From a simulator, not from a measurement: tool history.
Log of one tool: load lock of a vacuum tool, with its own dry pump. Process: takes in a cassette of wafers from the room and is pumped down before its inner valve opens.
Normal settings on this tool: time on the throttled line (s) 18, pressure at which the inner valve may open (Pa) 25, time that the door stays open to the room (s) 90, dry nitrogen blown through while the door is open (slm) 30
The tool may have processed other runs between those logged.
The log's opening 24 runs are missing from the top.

| run | day | time on the throttled line (s) | pressure at which the inner valve may open (Pa) | time that the door stays open to the room (s) | dry nitrogen blown through while the door is open (slm) | incoming humidity of the room's air, % | time from the closed door until the inner valve may open (s) | rise of the pressure with all valves shut (Pa/min) |
|---|---|---|---|---|---|---|---|---|
| 25 | 199.521 | 11 | 33 | 147 | 30 | 46.2 | 21.3 | 0.533 |
| 26 | 206.638 | 18 | 37 | 161 | 6 | 44.5 | 27.3 | 0.602 |
| 27 | 216.046 | 26 | 25 | 168 | 15 | 43.2 | 34.6 | 0.588 |
| 28 | 227.067 | 26 | 25 | 168 | 15 | 45.3 | 34.4 | 0.609 |
| 29 | 235.771 | 26 | 25 | 168 | 15 | 42.3 | 34.5 | 0.606 |
| 30 | 241.054 | 18 | 25 | 41 | 15 | 43.6 | 27.8 | 0.515 |
| 31 | 248.671 | 20 | 25 | 66 | 30 | 45.1 | 29.3 | 0.529 |
| 32 | 258.221 | 20 | 25 | 66 | 30 | 45.4 | 29.7 | 0.542 |
| 33 | 263.612 | 18 | 25 | 117 | 30 | 44.6 | 28.4 | 0.566 |
| 34 | 268.804 | 18 | 25 | 65 | 16 | 43.7 | 28.0 | 0.565 |
| 35 | 280.258 | 18 | 25 | 65 | 16 | 50.0 | 28.0 | 0.592 |
| 36 | 290.333 | 25 | 25 | 109 | 6 | 44.8 | 34.1 | 0.654 |
| 37 | 297.896 | 18 | 23 | 28 | 38 | 44.5 | 28.1 | 0.546 |

Predict each of these 3 candidate next runs independently; none follows another, all start after run 37:
| A | 305.392 | 10 | 23 | 40 | 45 | 43.1 | ? | ? |
| B | 305.392 | 25 | 31 | 90 | 11 | 44.5 | ? | ? |
| C | 305.392 | 11 | 23 | 28 | 22 | 46.6 | ? | ? |

| run | time from the closed door until the inner valve may open (s) | rise of the pressure with all valves shut (Pa/min) |
|---|---|---|
| A | 21.4 | 0.562 |
| B | 33.6 | 0.637 |
| C | 22.3 | 0.566 |
Take away the tool's hidden state, keep each run's random variation, and the runs would have read:
| run | time from the closed door until the inner valve may open (s) | rise of the pressure with all valves shut (Pa/min) |
|---|---|---|
| A | 20.8 | 0.046 |
| B | 33.2 | 0.119 |
| C | 21.7 | 0.051 |
